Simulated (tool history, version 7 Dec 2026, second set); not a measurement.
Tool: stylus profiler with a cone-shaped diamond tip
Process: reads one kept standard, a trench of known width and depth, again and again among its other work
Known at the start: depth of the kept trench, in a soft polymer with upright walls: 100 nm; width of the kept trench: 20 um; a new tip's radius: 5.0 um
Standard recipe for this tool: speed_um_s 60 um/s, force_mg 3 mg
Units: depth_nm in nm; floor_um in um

{"run": 1, "hour": 0.0, "speed_um_s": 60, "force_mg": 3, "depth_nm": 101.42, "floor_um": 17.62}
{"run": 2, "hour": 30.6, "speed_um_s": 60, "force_mg": 3, "depth_nm": 101.39, "floor_um": 17.58}
{"run": 3, "hour": 56.6, "speed_um_s": 60, "force_mg": 3, "depth_nm": 101.43, "floor_um": 17.63}
{"run": 4, "hour": 71.7, "speed_um_s": 60, "force_mg": 8.44, "depth_nm": 102.75, "floor_um": 17.7}
{"run": 5, "hour": 98.7, "speed_um_s": 60, "force_mg": 3, "depth_nm": 101.37, "floor_um": 17.5}
{"run": 6, "hour": 116.1, "speed_um_s": 60, "force_mg": 3, "depth_nm": 101.39, "floor_um": 17.59}
{"run": 7, "hour": 132.5, "speed_um_s": 22, "force_mg": 3, "depth_nm": 101.38, "floor_um": 17.79}
{"run": 8, "hour": 160.0, "speed_um_s": 22, "force_mg": 3, "depth_nm": 101.37, "floor_um": 17.75}
{"run": 9, "hour": 178.7, "speed_um_s": 60, "force_mg": 3, "depth_nm": 101.37, "floor_um": 17.45}
{"run": 10, "hour": 206.1, "speed_um_s": 60, "force_mg": 3, "depth_nm": 101.36, "floor_um": 17.47}
{"run": 11, "hour": 219.5, "speed_um_s": 108, "force_mg": 3, "depth_nm": 101.38, "floor_um": 17.2}
{"run": 12, "hour": 243.2, "speed_um_s": 108, "force_mg": 3, "depth_nm": 101.34, "floor_um": 17.21}
{"run": 13, "hour": 266.0, "speed_um_s": 125, "force_mg": 1.88, "depth_nm": 100.98, "floor_um": 16.9}
{"hour": 267.9, "done": "height scale calibrated on a step standard"}
{"run": 14, "hour": 286.2, "speed_um_s": 213, "force_mg": 2.78, "depth_nm": 101.28, "floor_um": 16.51}
{"run": 15, "hour": 299.9, "speed_um_s": 25, "force_mg": 1.05, "depth_nm": 100.66, "floor_um": 17.58}
{"run": 16, "hour": 321.1, "speed_um_s": 25, "force_mg": 1.05, "depth_nm": 100.63, "floor_um": 17.57}
{"hour": 339.4, "done": "height scale calibrated on a step standard, once more"}
{"run": 17, "hour": 342.9, "speed_um_s": 73, "force_mg": 1.99, "depth_nm": 101, "floor_um": 17.22}
{"run": 18, "hour": 362.5, "speed_um_s": 73, "force_mg": 1.81, "depth_nm": 100.94, "floor_um": 17.23}
{"run": 19, "hour": 379.4, "speed_um_s": 49, "force_mg": 2.01, "depth_nm": 101.04, "floor_um": 17.45}
{"run": 20, "hour": 394.0, "speed_um_s": 49, "force_mg": 2.01, "depth_nm": 101.03, "floor_um": 17.42}
{"run": 21, "hour": 421.4, "speed_um_s": 55, "force_mg": 7.22, "depth_nm": 102.45, "floor_um": 17.56}
{"run": 22, "hour": 450.4, "speed_um_s": 175, "force_mg": 1.23, "depth_nm": 100.72, "floor_um": 16.13}
{"run": 23, "hour": 476.6, "speed_um_s": 17, "force_mg": 1.35, "depth_nm": 100.74, "floor_um": 17.58}
{"run": 24, "hour": 503.1, "speed_um_s": 76, "force_mg": 6.74, "depth_nm": 102.33, "floor_um": 17.47}

What if the next run were any one of these 3? Each begins from the tool's condition after run 24:
{"run": "A", "hour": 516.7, "speed_um_s": 49, "force_mg": 1.01, "depth_nm": "?", "floor_um": "?"}
{"run": "B", "hour": 516.7, "speed_um_s": 17, "force_mg": 3.69, "depth_nm": "?", "floor_um": "?"}
{"run": "C", "hour": 516.7, "speed_um_s": 76, "force_mg": 4.18, "depth_nm": "?", "floor_um": "?"}

run=A depth_nm=100.61 floor_um=17.2
run=B depth_nm=101.52 floor_um=17.59
run=C depth_nm=101.67 floor_um=17.34
Stripped of hidden state, with their random variation kept, the same runs would have yielded:
run=A depth_nm=100.66 floor_um=17.5
run=B depth_nm=101.57 floor_um=17.89
run=C depth_nm=101.72 floor_um=17.64
